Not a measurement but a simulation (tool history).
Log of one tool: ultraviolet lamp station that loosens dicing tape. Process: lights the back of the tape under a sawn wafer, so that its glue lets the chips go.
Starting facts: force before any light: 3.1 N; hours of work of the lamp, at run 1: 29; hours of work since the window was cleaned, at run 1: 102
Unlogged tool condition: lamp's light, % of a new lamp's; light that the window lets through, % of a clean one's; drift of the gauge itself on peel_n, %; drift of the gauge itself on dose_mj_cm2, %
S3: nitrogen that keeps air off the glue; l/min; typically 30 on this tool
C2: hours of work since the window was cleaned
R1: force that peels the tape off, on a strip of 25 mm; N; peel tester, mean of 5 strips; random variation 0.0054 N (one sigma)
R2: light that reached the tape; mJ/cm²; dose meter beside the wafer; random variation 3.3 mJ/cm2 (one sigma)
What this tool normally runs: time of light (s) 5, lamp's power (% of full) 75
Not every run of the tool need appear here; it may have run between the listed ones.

{"run": 1, "hour": 0.0, "time of light (s)": 5, "lamp's power (% of full)": 75, "S3": 30, "hours of work of the lamp": 29, "C2": 102, "R1": 0.115, "R2": 513}
{"run": 2, "hour": 8.1, "time of light (s)": 5, "lamp's power (% of full)": 75, "S3": 16, "hours of work of the lamp": 36, "C2": 108, "R1": 0.155, "R2": 507}
{"run": 3, "hour": 14.0, "time of light (s)": 5, "lamp's power (% of full)": 75, "S3": 16, "hours of work of the lamp": 40, "C2": 113, "R1": 0.158, "R2": 514}
{"run": 4, "hour": 21.3, "time of light (s)": 5, "lamp's power (% of full)": 73, "S3": 16, "hours of work of the lamp": 46, "C2": 119, "R1": 0.159, "R2": 496}
{"run": 5, "hour": 26.8, "time of light (s)": 5, "lamp's power (% of full)": 73, "S3": 15, "hours of work of the lamp": 51, "C2": 123, "R1": 0.17, "R2": 494}
{"run": 6, "hour": 35.3, "time of light (s)": 5, "lamp's power (% of full)": 75, "S3": 30, "hours of work of the lamp": 57, "C2": 130, "R1": 0.119, "R2": 511}
{"run": 7, "hour": 44.9, "time of light (s)": 5, "lamp's power (% of full)": 75, "S3": 30, "hours of work of the lamp": 65, "C2": 138, "R1": 0.121, "R2": 507}
{"run": 8, "hour": 53.7, "time of light (s)": 5, "lamp's power (% of full)": 65, "S3": 30, "hours of work of the lamp": 72, "C2": 144, "R1": 0.16, "R2": 438}
{"run": 9, "hour": 63.1, "time of light (s)": 5, "lamp's power (% of full)": 65, "S3": 30, "hours of work of the lamp": 79, "C2": 152, "R1": 0.151, "R2": 439}
{"run": 10, "hour": 69.6, "time of light (s)": 5, "lamp's power (% of full)": 65, "S3": 30, "hours of work of the lamp": 84, "C2": 157, "R1": 0.16, "R2": 437}
{"run": 11, "hour": 74.8, "time of light (s)": 5, "lamp's power (% of full)": 65, "S3": 30, "hours of work of the lamp": 89, "C2": 161, "R1": 0.156, "R2": 438}
{"run": 12, "hour": 79.0, "time of light (s)": 5, "lamp's power (% of full)": 65, "S3": 30, "hours of work of the lamp": 92, "C2": 164, "R1": 0.151, "R2": 436}
{"run": 13, "hour": 85.4, "time of light (s)": 5, "lamp's power (% of full)": 65, "S3": 30, "hours of work of the lamp": 97, "C2": 170, "R1": 0.154, "R2": 433}
{"run": 14, "hour": 94.6, "time of light (s)": 5, "lamp's power (% of full)": 65, "S3": 30, "hours of work of the lamp": 104, "C2": 177, "R1": 0.155, "R2": 431}
{"run": 15, "hour": 102.3, "time of light (s)": 2, "lamp's power (% of full)": 75, "S3": 30, "hours of work of the lamp": 110, "C2": 183, "R1": 0.692, "R2": 200}
{"run": 16, "hour": 106.6, "time of light (s)": 3, "lamp's power (% of full)": 75, "S3": 30, "hours of work of the lamp": 114, "C2": 186, "R1": 0.359, "R2": 299}
{"run": 17, "hour": 116.0, "time of light (s)": 3, "lamp's power (% of full)": 75, "S3": 30, "hours of work of the lamp": 121, "C2": 194, "R1": 0.35, "R2": 300}
{"run": 18, "hour": 122.3, "time of light (s)": 3, "lamp's power (% of full)": 75, "S3": 30, "hours of work of the lamp": 126, "C2": 199, "R1": 0.35, "R2": 297}
{"run": 19, "hour": 129.0, "time of light (s)": 7, "lamp's power (% of full)": 75, "S3": 30, "hours of work of the lamp": 131, "C2": 204, "R1": 0.066, "R2": 689}
{"run": 20, "hour": 137.5, "time of light (s)": 5, "lamp's power (% of full)": 73, "S3": 30, "hours of work of the lamp": 138, "C2": 211, "R1": 0.127, "R2": 480}
{"run": 21, "hour": 145.4, "time of light (s)": 5, "lamp's power (% of full)": 73, "S3": 30, "hours of work of the lamp": 144, "C2": 217, "R1": 0.125, "R2": 480}
{"run": 22, "hour": 154.6, "time of light (s)": 5, "lamp's power (% of full)": 73, "S3": 30, "hours of work of the lamp": 152, "C2": 224, "R1": 0.125, "R2": 478}
{"run": 23, "hour": 162.4, "time of light (s)": 7, "lamp's power (% of full)": 91, "S3": 31, "hours of work of the lamp": 158, "C2": 230, "R1": 0.063, "R2": 830}
{"run": 24, "hour": 170.2, "time of light (s)": 7, "lamp's power (% of full)": 64, "S3": 11, "hours of work of the lamp": 164, "C2": 237, "R1": 0.137, "R2": 586}
{"run": 25, "hour": 174.6, "time of light (s)": 9, "lamp's power (% of full)": 75, "S3": 19, "hours of work of the lamp": 168, "C2": 240, "R1": 0.072, "R2": 877}
{"run": 26, "hour": 180.5, "time of light (s)": 4, "lamp's power (% of full)": 61, "S3": 27, "hours of work of the lamp": 172, "C2": 245, "R1": 0.318, "R2": 316}
{"hour": 181.4, "done": "window cleaned of glue's vapour"}
{"run": 27, "hour": 190.4, "time of light (s)": 5, "lamp's power (% of full)": 65, "S3": 15, "hours of work of the lamp": 180, "C2": 7, "R1": 0.247, "R2": 414}
{"run": 28, "hour": 198.6, "time of light (s)": 5, "lamp's power (% of full)": 65, "S3": 15, "hours of work of the lamp": 186, "C2": 14, "R1": 0.246, "R2": 414}
{"run": 29, "hour": 204.5, "time of light (s)": 5, "lamp's power (% of full)": 75, "S3": 25, "hours of work of the lamp": 191, "C2": 18, "R1": 0.14, "R2": 471}
{"run": 30, "hour": 210.8, "time of light (s)": 2, "lamp's power (% of full)": 75, "S3": 30, "hours of work of the lamp": 196, "C2": 23, "R1": 0.704, "R2": 190}
{"hour": 213.2, "done": "window cleaned of glue's vapour, once more"}
{"run": 31, "hour": 215.7, "time of light (s)": 5, "lamp's power (% of full)": 74, "S3": 30, "hours of work of the lamp": 199, "C2": 2, "R1": 0.121, "R2": 501}
{"run": 32, "hour": 221.7, "time of light (s)": 5, "lamp's power (% of full)": 74, "S3": 10, "hours of work of the lamp": 204, "C2": 7, "R1": 0.191, "R2": 500}
{"run": 33, "hour": 231.2, "time of light (s)": 3, "lamp's power (% of full)": 74, "S3": 16, "hours of work of the lamp": 211, "C2": 14, "R1": 0.447, "R2": 297}
{"run": 34, "hour": 238.6, "time of light (s)": 10, "lamp's power (% of full)": 77, "S3": 23, "hours of work of the lamp": 217, "C2": 20, "R1": 0.067, "R2": 1038}
{"run": 35, "hour": 243.2, "time of light (s)": 10, "lamp's power (% of full)": 77, "S3": 23, "hours of work of the lamp": 221, "C2": 24, "R1": 0.07, "R2": 1036}
{"run": 36, "hour": 248.4, "time of light (s)": 8, "lamp's power (% of full)": 93, "S3": 23, "hours of work of the lamp": 225, "C2": 28, "R1": 0.065, "R2": 997}
{"run": 37, "hour": 257.5, "time of light (s)": 2, "lamp's power (% of full)": 96, "S3": 10, "hours of work of the lamp": 232, "C2": 35, "R1": 0.679, "R2": 259}
{"run": 38, "hour": 261.7, "time of light (s)": 8, "lamp's power (% of full)": 75, "S3": 13, "hours of work of the lamp": 236, "C2": 38, "R1": 0.074, "R2": 812}
{"run": 39, "hour": 267.2, "time of light (s)": 8, "lamp's power (% of full)": 75, "S3": 13, "hours of work of the lamp": 240, "C2": 43, "R1": 0.086, "R2": 804}
{"run": 40, "hour": 275.7, "time of light (s)": 8, "lamp's power (% of full)": 75, "S3": 40, "hours of work of the lamp": 247, "C2": 49, "R1": 0.052, "R2": 800}
{"run": 41, "hour": 283.5, "time of light (s)": 8, "lamp's power (% of full)": 75, "S3": 40, "hours of work of the lamp": 253, "C2": 56, "R1": 0.062, "R2": 791}
{"run": 42, "hour": 287.4, "time of light (s)": 8, "lamp's power (% of full)": 75, "S3": 40, "hours of work of the lamp": 256, "C2": 59, "R1": 0.064, "R2": 792}
{"run": 43, "hour": 297.0, "time of light (s)": 7, "lamp's power (% of full)": 75, "S3": 30, "hours of work of the lamp": 264, "C2": 66, "R1": 0.073, "R2": 692}

Subtracting, for every run, the result it would have given without the tool's unlogged condition from the measured result gives the following. The same run-to-run variation enters both numbers; the gauge's scatter may not:
run=1 R1=+0.006 R2=-14
run=2 R1=+0.009 R2=-15
run=3 R1=+0.010 R2=-16
run=4 R1=+0.011 R2=-16
run=5 R1=+0.012 R2=-17
run=6 R1=+0.008 R2=-19
run=7 R1=+0.008 R2=-21
run=8 R1=+0.013 R2=-18
run=9 R1=+0.013 R2=-20
run=10 R1=+0.015 R2=-20
run=11 R1=+0.016 R2=-21
run=12 R1=+0.015 R2=-21
run=13 R1=+0.015 R2=-23
run=14 R1=+0.016 R2=-23
run=15 R1=+0.053 R2=-11
run=16 R1=+0.038 R2=-17
run=17 R1=+0.039 R2=-18
run=18 R1=+0.040 R2=-18
run=19 R1=+0.003 R2=-45
run=20 R1=+0.015 R2=-32
run=21 R1=+0.016 R2=-33
run=22 R1=+0.016 R2=-34
run=23 R1=+0.002 R2=-62
run=24 R1=+0.019 R2=-44
run=25 R1=+0.002 R2=-68
run=26 R1=+0.047 R2=-26
run=27 R1=+0.048 R2=-44
run=28 R1=+0.050 R2=-45
run=29 R1=+0.027 R2=-52
run=30 R1=+0.100 R2=-21
run=31 R1=+0.008 R2=-19
run=32 R1=+0.016 R2=-19
run=33 R1=+0.032 R2=-13
run=34 R1=+0.001 R2=-46
run=35 R1=+0.000 R2=-48
run=36 R1=+0.000 R2=-48
run=37 R1=+0.047 R2=-13
run=38 R1=+0.003 R2=-41
run=39 R1=+0.004 R2=-43
run=40 R1=+0.001 R2=-44
run=41 R1=+0.002 R2=-46
run=42 R1=+0.002 R2=-47
run=43 R1=+0.003 R2=-43
